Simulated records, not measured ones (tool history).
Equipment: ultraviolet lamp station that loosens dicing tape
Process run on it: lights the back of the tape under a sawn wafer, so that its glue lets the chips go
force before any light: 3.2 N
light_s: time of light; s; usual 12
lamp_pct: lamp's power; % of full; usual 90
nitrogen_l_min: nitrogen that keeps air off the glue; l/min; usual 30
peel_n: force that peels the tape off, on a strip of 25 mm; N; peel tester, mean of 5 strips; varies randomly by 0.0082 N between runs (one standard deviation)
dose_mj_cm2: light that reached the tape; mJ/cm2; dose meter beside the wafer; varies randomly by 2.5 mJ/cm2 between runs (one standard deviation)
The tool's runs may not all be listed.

run 1 hour=0 | light_s=12 lamp_pct=90 nitrogen_l_min=30 | peel_n=0.498 dose_mj_cm2=224
run 2 hour=18.4 | light_s=12 lamp_pct=76 nitrogen_l_min=30 | peel_n=0.668 dose_mj_cm2=184
run 3 hour=32.3 | light_s=12 lamp_pct=63 nitrogen_l_min=30 | peel_n=0.832 dose_mj_cm2=154
run 4 hour=49.3 | light_s=12 lamp_pct=90 nitrogen_l_min=30 | peel_n=0.546 dose_mj_cm2=209
run 5 hour=59.7 | light_s=12 lamp_pct=90 nitrogen_l_min=30 | peel_n=0.568 dose_mj_cm2=206
run 6 hour=78.9 | light_s=12 lamp_pct=73 nitrogen_l_min=30 | peel_n=0.747 dose_mj_cm2=168
run 7 hour=97.3 | light_s=12 lamp_pct=73 nitrogen_l_min=30 | peel_n=0.579 dose_mj_cm2=201
run 8 hour=111.1 | light_s=12 lamp_pct=73 nitrogen_l_min=41 | peel_n=0.505 dose_mj_cm2=199
run 9 hour=131.6 | light_s=14 lamp_pct=93 nitrogen_l_min=11 | peel_n=0.562 dose_mj_cm2=300
run 10 hour=150.7 | light_s=6 lamp_pct=93 nitrogen_l_min=29 | peel_n=1.047 dose_mj_cm2=129
run 11 hour=163.5 | light_s=22 lamp_pct=81 nitrogen_l_min=11 | peel_n=0.355 dose_mj_cm2=402
run 12 hour=183.1 | light_s=15 lamp_pct=80 nitrogen_l_min=16 | peel_n=0.518 dose_mj_cm2=268

Taken out of this log: 2 entries between the listed runs. Where each belongs, and how the hidden state differs across it:
Runs 3 to 4: window cleaned of glue's vapour (hour 48.6)
  lamp's light, % of a new lamp's: 84.3 -> 84.1; light that the window lets through, % of a clean one's: 86.7 -> 82.5
  measured minus no-state result, peel_n: +0.285 -> +0.229 N; dose_mj_cm2: -57 -> -93 mJ/cm2
Runs 6 to 7: window cleaned of glue's vapour, once more (hour 86.3)
  lamp's light, % of a new lamp's: 83.6 -> 83.3; light that the window lets through, % of a clean one's: 82.2 -> 99.6
  measured minus no-state result, peel_n: +0.303 -> +0.136 N; dose_mj_cm2: -77 -> -42 mJ/cm2

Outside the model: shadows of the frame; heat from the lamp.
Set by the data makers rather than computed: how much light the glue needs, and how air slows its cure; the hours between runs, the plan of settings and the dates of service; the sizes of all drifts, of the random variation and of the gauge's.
